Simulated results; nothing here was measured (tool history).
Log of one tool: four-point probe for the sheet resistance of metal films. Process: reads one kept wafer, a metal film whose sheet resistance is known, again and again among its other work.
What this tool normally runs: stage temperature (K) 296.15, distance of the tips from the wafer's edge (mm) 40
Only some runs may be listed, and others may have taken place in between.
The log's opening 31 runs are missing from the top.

run,hour,stage temperature (K),distance of the tips from the wafer's edge (mm),sheet resistance as the instrument gives it (ohm/square)
32,1737.8,297.15,4,0.149574
33,1785.7,297.15,4,0.149605
34,1865.4,297.15,4,0.149543
35,1933.1,296.15,5,0.148012
36,1988.0,292.15,6,0.147591
# hour 1999.8: stage's thermometer calibrated, once more
37,2071.4,292.15,6,0.147693
38,2121.7,292.15,6,0.147669
39,2167.9,294.15,47,0.145295
40,2222.4,294.15,47,0.145243
41,2264.5,305.15,4,0.148444
42,2336.3,305.15,4,0.148504
43,2413.7,292.15,21,0.145689

Predict each of these 5 candidate next runs independently; none follows another, all start after run 43:
A,2451.3,294.15,14,?
B,2451.3,299.15,33,?
C,2451.3,294.15,40,?
D,2451.3,302.15,40,?
E,2451.3,307.15,70,?

run,sheet resistance as the instrument gives it (ohm/square)
A,0.145580
B,0.144605
C,0.145262
D,0.144191
E,0.143498
What these runs would have given with no unlogged condition in the tool:
run,sheet resistance as the instrument gives it (ohm/square)
A,0.144547
B,0.143579
C,0.144231
D,0.143167
E,0.142480
